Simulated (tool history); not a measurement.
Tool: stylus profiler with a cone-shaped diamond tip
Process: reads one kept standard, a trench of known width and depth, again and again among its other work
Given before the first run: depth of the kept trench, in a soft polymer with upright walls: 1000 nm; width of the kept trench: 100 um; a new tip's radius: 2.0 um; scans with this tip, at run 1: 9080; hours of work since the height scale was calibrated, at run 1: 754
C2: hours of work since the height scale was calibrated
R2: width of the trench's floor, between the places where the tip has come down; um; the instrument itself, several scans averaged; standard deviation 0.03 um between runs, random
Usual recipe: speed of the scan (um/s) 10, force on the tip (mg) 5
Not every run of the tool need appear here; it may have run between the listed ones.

{"run": 1, "hour": 0.0, "speed of the scan (um/s)": 10, "force on the tip (mg)": 5, "scans with this tip": 9080, "C2": 754, "depth of the trench (Å)": 10234.1, "R2": 95.42}
{"run": 2, "hour": 29.1, "speed of the scan (um/s)": 7, "force on the tip (mg)": 5, "scans with this tip": 9358, "C2": 777, "depth of the trench (Å)": 10233.8, "R2": 95.45}
{"run": 3, "hour": 61.0, "speed of the scan (um/s)": 6, "force on the tip (mg)": 5, "scans with this tip": 9663, "C2": 802, "depth of the trench (Å)": 10238.4, "R2": 95.35}
{"run": 4, "hour": 90.3, "speed of the scan (um/s)": 6, "force on the tip (mg)": 5, "scans with this tip": 9944, "C2": 826, "depth of the trench (Å)": 10237.1, "R2": 95.29}
{"run": 5, "hour": 107.9, "speed of the scan (um/s)": 10, "force on the tip (mg)": 5, "scans with this tip": 10112, "C2": 840, "depth of the trench (Å)": 10238.4, "R2": 95.24}
{"run": 6, "hour": 129.2, "speed of the scan (um/s)": 10, "force on the tip (mg)": 5, "scans with this tip": 10316, "C2": 857, "depth of the trench (Å)": 10234.7, "R2": 95.29}
{"run": 7, "hour": 160.2, "speed of the scan (um/s)": 10, "force on the tip (mg)": 5, "scans with this tip": 10612, "C2": 881, "depth of the trench (Å)": 10244.3, "R2": 95.27}
{"run": 8, "hour": 179.8, "speed of the scan (um/s)": 10, "force on the tip (mg)": 5, "scans with this tip": 10800, "C2": 897, "depth of the trench (Å)": 10239.9, "R2": 95.22}
{"run": 9, "hour": 207.0, "speed of the scan (um/s)": 10, "force on the tip (mg)": 2.75, "scans with this tip": 11059, "C2": 918, "depth of the trench (Å)": 10165.4, "R2": 95.17}
{"run": 10, "hour": 234.4, "speed of the scan (um/s)": 10, "force on the tip (mg)": 1.67, "scans with this tip": 11321, "C2": 940, "depth of the trench (Å)": 10123.4, "R2": 95.17}
{"run": 11, "hour": 263.8, "speed of the scan (um/s)": 5, "force on the tip (mg)": 5, "scans with this tip": 11602, "C2": 963, "depth of the trench (Å)": 10242.8, "R2": 95.14}
{"run": 12, "hour": 286.3, "speed of the scan (um/s)": 5, "force on the tip (mg)": 5, "scans with this tip": 11817, "C2": 981, "depth of the trench (Å)": 10246, "R2": 95.14}
{"run": 13, "hour": 305.6, "speed of the scan (um/s)": 5, "force on the tip (mg)": 5, "scans with this tip": 12002, "C2": 997, "depth of the trench (Å)": 10239.3, "R2": 95.09}
{"run": 14, "hour": 324.9, "speed of the scan (um/s)": 5, "force on the tip (mg)": 5, "scans with this tip": 12187, "C2": 1012, "depth of the trench (Å)": 10241.4, "R2": 95.15}
{"run": 15, "hour": 341.3, "speed of the scan (um/s)": 5, "force on the tip (mg)": 5, "scans with this tip": 12344, "C2": 1025, "depth of the trench (Å)": 10244.8, "R2": 95.05}
{"hour": 350.4, "done": "height scale calibrated on a step standard"}
{"run": 16, "hour": 355.0, "speed of the scan (um/s)": 27, "force on the tip (mg)": 5, "scans with this tip": 12469, "C2": 4, "depth of the trench (Å)": 10220.6, "R2": 95.03}
{"run": 17, "hour": 381.6, "speed of the scan (um/s)": 10, "force on the tip (mg)": 12.63, "scans with this tip": 12724, "C2": 25, "depth of the trench (Å)": 10412.8, "R2": 95.01}
{"run": 18, "hour": 397.6, "speed of the scan (um/s)": 28, "force on the tip (mg)": 5, "scans with this tip": 12877, "C2": 37, "depth of the trench (Å)": 10221, "R2": 94.94}
{"run": 19, "hour": 417.9, "speed of the scan (um/s)": 28, "force on the tip (mg)": 5, "scans with this tip": 13071, "C2": 54, "depth of the trench (Å)": 10224.2, "R2": 94.91}
{"run": 20, "hour": 438.3, "speed of the scan (um/s)": 13, "force on the tip (mg)": 10.7, "scans with this tip": 13266, "C2": 70, "depth of the trench (Å)": 10365.7, "R2": 94.93}
{"run": 21, "hour": 460.1, "speed of the scan (um/s)": 19, "force on the tip (mg)": 2.09, "scans with this tip": 13475, "C2": 87, "depth of the trench (Å)": 10121.4, "R2": 94.93}
{"run": 22, "hour": 479.2, "speed of the scan (um/s)": 7, "force on the tip (mg)": 5, "scans with this tip": 13657, "C2": 102, "depth of the trench (Å)": 10221.1, "R2": 94.98}
{"run": 23, "hour": 503.1, "speed of the scan (um/s)": 32, "force on the tip (mg)": 1.94, "scans with this tip": 13886, "C2": 121, "depth of the trench (Å)": 10114.1, "R2": 94.85}
{"run": 24, "hour": 531.9, "speed of the scan (um/s)": 11, "force on the tip (mg)": 1.94, "scans with this tip": 14161, "C2": 144, "depth of the trench (Å)": 10121.8, "R2": 94.84}
{"run": 25, "hour": 549.0, "speed of the scan (um/s)": 13, "force on the tip (mg)": 13.77, "scans with this tip": 14325, "C2": 158, "depth of the trench (Å)": 10439.8, "R2": 94.84}
{"run": 26, "hour": 574.4, "speed of the scan (um/s)": 10, "force on the tip (mg)": 1.7, "scans with this tip": 14567, "C2": 178, "depth of the trench (Å)": 10110.2, "R2": 94.79}
{"run": 27, "hour": 591.7, "speed of the scan (um/s)": 10, "force on the tip (mg)": 1.7, "scans with this tip": 14732, "C2": 191, "depth of the trench (Å)": 10106.7, "R2": 94.7}
{"run": 28, "hour": 622.0, "speed of the scan (um/s)": 3, "force on the tip (mg)": 6.54, "scans with this tip": 15022, "C2": 216, "depth of the trench (Å)": 10269.3, "R2": 94.73}
{"run": 29, "hour": 650.6, "speed of the scan (um/s)": 10, "force on the tip (mg)": 6.37, "scans with this tip": 15296, "C2": 238, "depth of the trench (Å)": 10267.2, "R2": 94.75}
{"run": 30, "hour": 682.6, "speed of the scan (um/s)": 10, "force on the tip (mg)": 6.37, "scans with this tip": 15602, "C2": 264, "depth of the trench (Å)": 10262.5, "R2": 94.69}
{"run": 31, "hour": 714.6, "speed of the scan (um/s)": 10, "force on the tip (mg)": 6.37, "scans with this tip": 15908, "C2": 289, "depth of the trench (Å)": 10265.7, "R2": 94.71}
{"run": 32, "hour": 739.5, "speed of the scan (um/s)": 39, "force on the tip (mg)": 9, "scans with this tip": 16145, "C2": 309, "depth of the trench (Å)": 10333.8, "R2": 94.67}
{"run": 33, "hour": 766.1, "speed of the scan (um/s)": 27, "force on the tip (mg)": 3.38, "scans with this tip": 16400, "C2": 330, "depth of the trench (Å)": 10175.4, "R2": 94.57}
{"run": 34, "hour": 794.9, "speed of the scan (um/s)": 39, "force on the tip (mg)": 1.91, "scans with this tip": 16676, "C2": 353, "depth of the trench (Å)": 10123.2, "R2": 94.53}
{"run": 35, "hour": 814.6, "speed of the scan (um/s)": 39, "force on the tip (mg)": 1.91, "scans with this tip": 16863, "C2": 368, "depth of the trench (Å)": 10122.2, "R2": 94.48}
{"run": 36, "hour": 838.3, "speed of the scan (um/s)": 39, "force on the tip (mg)": 8.35, "scans with this tip": 17090, "C2": 387, "depth of the trench (Å)": 10315.3, "R2": 94.51}

Same runs, no hidden state in the tool, same run-to-run variation:
Hidden conditions of the tool in this case: radius of the tip, um; height scale over the true one, %; drift of the gauge itself on depth_nm, %; drift of the gauge itself on floor_um, %.
run=1 depth_of_the_trench_(Å)=10219.5 R2=96.53
run=2 depth_of_the_trench_(Å)=10218.7 R2=96.58
run=3 depth_of_the_trench_(Å)=10222.9 R2=96.52
run=4 depth_of_the_trench_(Å)=10221.2 R2=96.49
run=5 depth_of_the_trench_(Å)=10222.3 R2=96.45
run=6 depth_of_the_trench_(Å)=10218.2 R2=96.53
run=7 depth_of_the_trench_(Å)=10227.4 R2=96.54
run=8 depth_of_the_trench_(Å)=10222.7 R2=96.51
run=9 depth_of_the_trench_(Å)=10148 R2=96.49
run=10 depth_of_the_trench_(Å)=10105.6 R2=96.52
run=11 depth_of_the_trench_(Å)=10224.5 R2=96.52
run=12 depth_of_the_trench_(Å)=10227.4 R2=96.55
run=13 depth_of_the_trench_(Å)=10220.4 R2=96.51
run=14 depth_of_the_trench_(Å)=10222.2 R2=96.6
run=15 depth_of_the_trench_(Å)=10225.4 R2=96.51
run=16 depth_of_the_trench_(Å)=10222 R2=96.5
run=17 depth_of_the_trench_(Å)=10413.9 R2=96.51
run=18 depth_of_the_trench_(Å)=10221.8 R2=96.46
run=19 depth_of_the_trench_(Å)=10224.8 R2=96.44
run=20 depth_of_the_trench_(Å)=10365.9 R2=96.49
run=21 depth_of_the_trench_(Å)=10121.3 R2=96.5
run=22 depth_of_the_trench_(Å)=10220.8 R2=96.58
run=23 depth_of_the_trench_(Å)=10113.4 R2=96.46
run=24 depth_of_the_trench_(Å)=10120.8 R2=96.49
run=25 depth_of_the_trench_(Å)=10438.5 R2=96.5
run=26 depth_of_the_trench_(Å)=10108.6 R2=96.47
run=27 depth_of_the_trench_(Å)=10104.9 R2=96.4
run=28 depth_of_the_trench_(Å)=10267 R2=96.46
run=29 depth_of_the_trench_(Å)=10264.5 R2=96.51
run=30 depth_of_the_trench_(Å)=10259.4 R2=96.47
run=31 depth_of_the_trench_(Å)=10262.1 R2=96.53
run=32 depth_of_the_trench_(Å)=10329.9 R2=96.51
run=33 depth_of_the_trench_(Å)=10171.2 R2=96.44
run=34 depth_of_the_trench_(Å)=10118.7 R2=96.43
run=35 depth_of_the_trench_(Å)=10117.3 R2=96.4
run=36 depth_of_the_trench_(Å)=10310 R2=96.44
